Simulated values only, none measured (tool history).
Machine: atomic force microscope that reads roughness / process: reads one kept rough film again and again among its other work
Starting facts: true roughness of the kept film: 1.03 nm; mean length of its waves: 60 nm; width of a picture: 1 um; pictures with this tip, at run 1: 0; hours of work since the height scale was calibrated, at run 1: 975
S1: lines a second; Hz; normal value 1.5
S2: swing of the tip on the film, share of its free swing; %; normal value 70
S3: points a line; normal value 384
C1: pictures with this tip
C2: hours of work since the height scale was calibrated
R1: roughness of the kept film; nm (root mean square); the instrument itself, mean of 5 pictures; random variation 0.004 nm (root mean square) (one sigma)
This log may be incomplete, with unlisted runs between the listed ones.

run   hour    S1  S2   S3   C1    C2     R1
  1      0   1.5  70  384    0   975  0.971
  2   21.8   1.5  70  384   33   988  0.973
  3   47.7   1.5  70  384   73  1005   0.96
  4   78.9   1.5  70  384  122  1024  0.966
  5  108.3   1.5  70  384  167  1043  0.973
  6  147.1   1.5  70  384  227  1067  0.956
  7  183.4   1.5  70  384  283  1090  0.953
       200  -- new tip fitted
  8  223.3   1.5  70  384   36  1114  0.968
  9  265.5   1.5  70  384  102  1141  0.967
     268.6  -- height scale calibrated on a step standard
 10  298.3   1.5  70  384  151    19  0.964
 11  330.3   1.5  70  661  200    39  0.963
     333.7  -- height scale calibrated on a step standard, once more
 12  353.9   1.5  70  857  235    13  0.966
 13  381.5   1.5  70  857  278    30   0.97
     403.4  -- new tip fitted
 14  409.9   1.5  82  260   10    47   0.94
 15  431.3   1.5  79  384   43    61  0.951
 16  457.1  1.26  70  361   83    77  0.986
 17    483   1.5  62  578  123    93  0.991
 18  523.4   1.5  62  578  185   119  0.985
 19  559.9  0.58  86  664  242   141  0.971
 20  592.6  0.56  67  289  292   162  0.981
     602.8  -- new tip fitted
 21  624.4  1.02  82  746   34   182  0.975
 22  660.5  1.34  82  756   89   204  0.949
 23    691  1.84  70  317  137   223  0.966
 24    711  3.37  70  671  168   236  0.931
 25  734.4  3.37  70  671  204   251  0.925
 26  761.3  3.37  70  671  245   267   0.92

3 ways to go on from here, each from the tool as it stands after run 26. What would each give?
     801.6  -- new tip fitted
  A  801.6  0.55  60   476   0  292   ?
     801.6  -- new tip fitted
  B  801.6  3.58  71   528   0  292   ?
     801.6  -- new tip fitted
  C  801.6  3.37  83  1001   0  292   ?

run     R1
  A  1.013
  B  0.923
  C   0.86
With the hidden condition removed and each run's random variation left untouched, the same runs would have given:
run     R1
  A  1.015
  B  0.926
  C  0.863
